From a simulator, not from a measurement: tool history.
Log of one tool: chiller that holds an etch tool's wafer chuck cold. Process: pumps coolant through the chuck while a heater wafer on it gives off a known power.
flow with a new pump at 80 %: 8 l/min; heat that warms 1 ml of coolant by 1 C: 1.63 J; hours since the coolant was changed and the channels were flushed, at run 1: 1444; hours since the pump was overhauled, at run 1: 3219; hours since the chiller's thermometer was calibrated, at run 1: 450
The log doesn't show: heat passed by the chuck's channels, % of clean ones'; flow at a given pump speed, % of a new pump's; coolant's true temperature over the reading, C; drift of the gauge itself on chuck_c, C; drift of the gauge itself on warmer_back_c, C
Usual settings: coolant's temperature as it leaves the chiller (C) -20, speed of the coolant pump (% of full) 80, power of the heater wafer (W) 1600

| run | day | coolant's temperature as it leaves the chiller (C) | speed of the coolant pump (% of full) | power of the heater wafer (W) | hours since the coolant was changed and the channels were flushed | hours since the pump was overhauled | hours since the chiller's thermometer was calibrated | chuck's temperature once it has settled (C) | how much warmer the coolant comes back (C) |
|---|---|---|---|---|---|---|---|---|---|
| 1 | 0 | -20 | 80 | 1600 | 1444 | 3219 | 450 | 2 | 8.14 |
| 2 | 2.925 | -20 | 80 | 1600 | 1514 | 3290 | 521 | 2 | 8.09 |
| 3 | 7.729 | -20 | 80 | 1600 | 1629 | 3405 | 636 | 2.3 | 8.17 |
| 4 | 12.267 | -20 | 80 | 1600 | 1738 | 3514 | 745 | 2.4 | 8.15 |
| 5 | 15.75 | -20 | 80 | 1600 | 1822 | 3597 | 828 | 2.6 | 8.11 |
| 6 | 20.117 | -20 | 73 | 1600 | 1927 | 3702 | 933 | 4.1 | 8.95 |
| 7 | 22.842 | -20 | 80 | 2119 | 1992 | 3768 | 999 | 10.1 | 10.93 |
| 8 | 26.738 | -20 | 95 | 1600 | 2086 | 3861 | 1092 | 0.2 | 6.99 |
| 9 | 30.596 | -20 | 95 | 1600 | 2178 | 3954 | 1185 | 0.4 | 7.05 |
| 10 | 33.908 | -20 | 95 | 1600 | 2258 | 4033 | 1264 | 0.3 | 7.04 |
| 11 | 36.846 | -20 | 80 | 867 | 2328 | 4104 | 1335 | -7.4 | 4.57 |
| 12 | 41.075 | -20 | 80 | 867 | 2430 | 4205 | 1436 | -7.2 | 4.49 |
| 13 | 43.312 | -20 | 80 | 1720 | 2483 | 4259 | 1490 | 5.4 | 8.96 |
| 14 | 46.496 | -20 | 80 | 1600 | 2560 | 4335 | 1566 | 3.7 | 8.4 |
| 15 | 49.283 | -20 | 76 | 1600 | 2627 | 4402 | 1633 | 4.8 | 8.91 |
| 16 | 53.008 | -20 | 76 | 1600 | 2716 | 4492 | 1723 | 4.8 | 8.82 |
|  | 53.621 | coolant pump overhauled |
| 17 | 57.725 | -29 | 76 | 1738 | 2824 | 99 | 1831 | -1.2 | 9.93 |
| 18 | 62.188 | -29 | 76 | 1738 | 2931 | 206 | 1938 | -1 | 10.04 |
| 19 | 64.371 | -29 | 76 | 1738 | 2984 | 258 | 1990 | -0.7 | 10.02 |
| 20 | 66.871 | -29 | 76 | 1738 | 3044 | 318 | 2050 | -0.7 | 10.03 |
| 21 | 71.888 | -28 | 65 | 1023 | 3164 | 438 | 2171 | -9 | 6.88 |
| 22 | 76.838 | -19 | 80 | 1650 | 3283 | 557 | 2290 | 7.4 | 9.07 |
|  | 79.929 | coolant changed, channels flushed |
|  | 81.175 | coolant pump overhauled, once more |
| 23 | 81.792 | -20 | 64 | 1008 | 40 | 15 | 2397 | -5.4 | 5.75 |
| 24 | 84.525 | -28 | 69 | 1600 | 105 | 80 | 2463 | -5.8 | 8.51 |
|  | 86.696 | chiller's thermometer calibrated |
| 25 | 86.771 | -28 | 69 | 1813 | 158 | 133 | 2 | -3.2 | 9.7 |
| 26 | 90.679 | -28 | 69 | 1813 | 252 | 227 | 96 | -2.9 | 9.61 |
| 27 | 92.85 | -28 | 69 | 1813 | 304 | 279 | 148 | -2.9 | 9.78 |
| 28 | 96.104 | -28 | 69 | 1813 | 382 | 357 | 226 | -2.9 | 9.76 |
| 29 | 100.092 | -28 | 69 | 1813 | 478 | 453 | 322 | -2.8 | 9.75 |
| 30 | 104.675 | -26 | 66 | 1600 | 588 | 563 | 432 | -2.8 | 9.05 |
| 31 | 109.604 | -14 | 63 | 814 | 706 | 681 | 550 | -1.5 | 4.85 |

5 ways to go on from here, each from the tool as it stands after run 31. What would each give?
| A | 112.662 | -28 | 79 | 1641 | 780 | 755 | 623 | ? | ? |
| B | 112.662 | -27 | 63 | 814 | 780 | 755 | 623 | ? | ? |
| C | 112.662 | -29 | 80 | 1600 | 780 | 755 | 623 | ? | ? |
| D | 112.662 | -29 | 97 | 1038 | 780 | 755 | 623 | ? | ? |
| E | 112.662 | -23 | 79 | 904 | 780 | 755 | 623 | ? | ? |

| run | chuck's temperature once it has settled (C) | how much warmer the coolant comes back (C) |
|---|---|---|
| A | -7 | 7.8 |
| B | -14.7 | 4.76 |
| C | -8.8 | 7.54 |
| D | -17.6 | 4.03 |
| E | -11.4 | 4.38 |
Without the tool's hidden state the same runs would have given:
| run | chuck's temperature once it has settled (C) | how much warmer the coolant comes back (C) |
|---|---|---|
| A | -8.2 | 7.6 |
| B | -15.4 | 4.64 |
| C | -9.9 | 7.35 |
| D | -18.3 | 3.93 |
| E | -12.1 | 4.27 |

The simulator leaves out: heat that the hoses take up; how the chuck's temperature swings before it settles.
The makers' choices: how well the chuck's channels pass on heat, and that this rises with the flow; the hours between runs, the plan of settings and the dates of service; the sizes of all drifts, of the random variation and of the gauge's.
